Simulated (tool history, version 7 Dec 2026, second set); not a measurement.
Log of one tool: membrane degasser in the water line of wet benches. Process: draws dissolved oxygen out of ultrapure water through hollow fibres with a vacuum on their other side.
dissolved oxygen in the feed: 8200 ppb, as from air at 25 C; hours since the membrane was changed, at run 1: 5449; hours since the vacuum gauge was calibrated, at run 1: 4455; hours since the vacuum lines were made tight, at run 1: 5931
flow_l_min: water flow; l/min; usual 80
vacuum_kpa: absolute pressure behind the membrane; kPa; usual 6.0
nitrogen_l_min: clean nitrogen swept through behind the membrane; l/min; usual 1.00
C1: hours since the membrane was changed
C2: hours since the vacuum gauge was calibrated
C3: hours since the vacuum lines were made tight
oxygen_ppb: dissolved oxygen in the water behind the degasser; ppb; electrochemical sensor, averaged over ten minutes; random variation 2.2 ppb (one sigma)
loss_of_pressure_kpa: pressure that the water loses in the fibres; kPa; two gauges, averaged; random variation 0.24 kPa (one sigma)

{"run": 1, "hour": 0.0, "flow_l_min": 80, "vacuum_kpa": 6.0, "nitrogen_l_min": 1.0, "C1": 5449, "C2": 4455, "C3": 5931, "oxygen_ppb": 377.2, "loss_of_pressure_kpa": 62.19}
{"hour": 55.3, "done": "vacuum gauge calibrated"}
{"run": 2, "hour": 134.8, "flow_l_min": 80, "vacuum_kpa": 6.0, "nitrogen_l_min": 1.0, "C1": 5584, "C2": 79, "C3": 6066, "oxygen_ppb": 375.6, "loss_of_pressure_kpa": 61.83}
{"run": 3, "hour": 308.1, "flow_l_min": 80, "vacuum_kpa": 6.0, "nitrogen_l_min": 1.0, "C1": 5757, "C2": 253, "C3": 6239, "oxygen_ppb": 377.8, "loss_of_pressure_kpa": 62.12}
{"run": 4, "hour": 409.1, "flow_l_min": 80, "vacuum_kpa": 6.0, "nitrogen_l_min": 1.56, "C1": 5858, "C2": 354, "C3": 6340, "oxygen_ppb": 278.8, "loss_of_pressure_kpa": 62.08}
{"run": 5, "hour": 515.3, "flow_l_min": 80, "vacuum_kpa": 6.0, "nitrogen_l_min": 2.17, "C1": 5964, "C2": 460, "C3": 6446, "oxygen_ppb": 218.7, "loss_of_pressure_kpa": 61.78}
{"run": 6, "hour": 649.5, "flow_l_min": 80, "vacuum_kpa": 6.0, "nitrogen_l_min": 2.17, "C1": 6098, "C2": 594, "C3": 6580, "oxygen_ppb": 221.8, "loss_of_pressure_kpa": 62.35}
{"run": 7, "hour": 763.1, "flow_l_min": 80, "vacuum_kpa": 6.0, "nitrogen_l_min": 2.17, "C1": 6212, "C2": 708, "C3": 6694, "oxygen_ppb": 217.2, "loss_of_pressure_kpa": 62.17}
{"run": 8, "hour": 859.4, "flow_l_min": 79, "vacuum_kpa": 6.0, "nitrogen_l_min": 1.0, "C1": 6308, "C2": 804, "C3": 6790, "oxygen_ppb": 375.5, "loss_of_pressure_kpa": 61.18}
{"run": 9, "hour": 1019.6, "flow_l_min": 79, "vacuum_kpa": 6.0, "nitrogen_l_min": 1.0, "C1": 6468, "C2": 964, "C3": 6950, "oxygen_ppb": 373.3, "loss_of_pressure_kpa": 61.33}
{"run": 10, "hour": 1178.9, "flow_l_min": 79, "vacuum_kpa": 6.0, "nitrogen_l_min": 1.0, "C1": 6628, "C2": 1124, "C3": 7110, "oxygen_ppb": 374.6, "loss_of_pressure_kpa": 61.34}
{"run": 11, "hour": 1336.4, "flow_l_min": 79, "vacuum_kpa": 6.0, "nitrogen_l_min": 1.0, "C1": 6785, "C2": 1281, "C3": 7267, "oxygen_ppb": 374.4, "loss_of_pressure_kpa": 61.32}
{"hour": 1378.2, "done": "seals of the vacuum lines changed"}
{"run": 12, "hour": 1438.1, "flow_l_min": 82, "vacuum_kpa": 6.0, "nitrogen_l_min": 1.0, "C1": 6885, "C2": 1381, "C3": 60, "oxygen_ppb": 382.0, "loss_of_pressure_kpa": 63.52}
{"run": 13, "hour": 1552.8, "flow_l_min": 82, "vacuum_kpa": 6.0, "nitrogen_l_min": 1.0, "C1": 7000, "C2": 1495, "C3": 175, "oxygen_ppb": 383.6, "loss_of_pressure_kpa": 63.86}
{"run": 14, "hour": 1718.9, "flow_l_min": 82, "vacuum_kpa": 6.0, "nitrogen_l_min": 1.0, "C1": 7166, "C2": 1662, "C3": 341, "oxygen_ppb": 388.0, "loss_of_pressure_kpa": 63.91}
{"run": 15, "hour": 1904.5, "flow_l_min": 82, "vacuum_kpa": 6.0, "nitrogen_l_min": 1.0, "C1": 7351, "C2": 1847, "C3": 526, "oxygen_ppb": 383.6, "loss_of_pressure_kpa": 63.81}
{"run": 16, "hour": 2042.9, "flow_l_min": 82, "vacuum_kpa": 6.0, "nitrogen_l_min": 1.0, "C1": 7490, "C2": 1986, "C3": 665, "oxygen_ppb": 379.7, "loss_of_pressure_kpa": 63.54}
{"run": 17, "hour": 2180.6, "flow_l_min": 82, "vacuum_kpa": 6.0, "nitrogen_l_min": 1.0, "C1": 7627, "C2": 2123, "C3": 802, "oxygen_ppb": 387.5, "loss_of_pressure_kpa": 63.43}

Run 18 comes next. What will it give?
{"run": 18, "hour": 2331.5, "flow_l_min": 59, "vacuum_kpa": 9.3, "nitrogen_l_min": 0.97, "C1": 7778, "C2": 2274, "C3": 953, "oxygen_ppb": "?", "loss_of_pressure_kpa": "?"}

oxygen_ppb: 635.7 ppb
loss_of_pressure_kpa: 45.98 kPa
Without the tool's hidden state the same run would have given oxygen_ppb 635.7 ppb, loss_of_pressure_kpa 45.98 kPa.
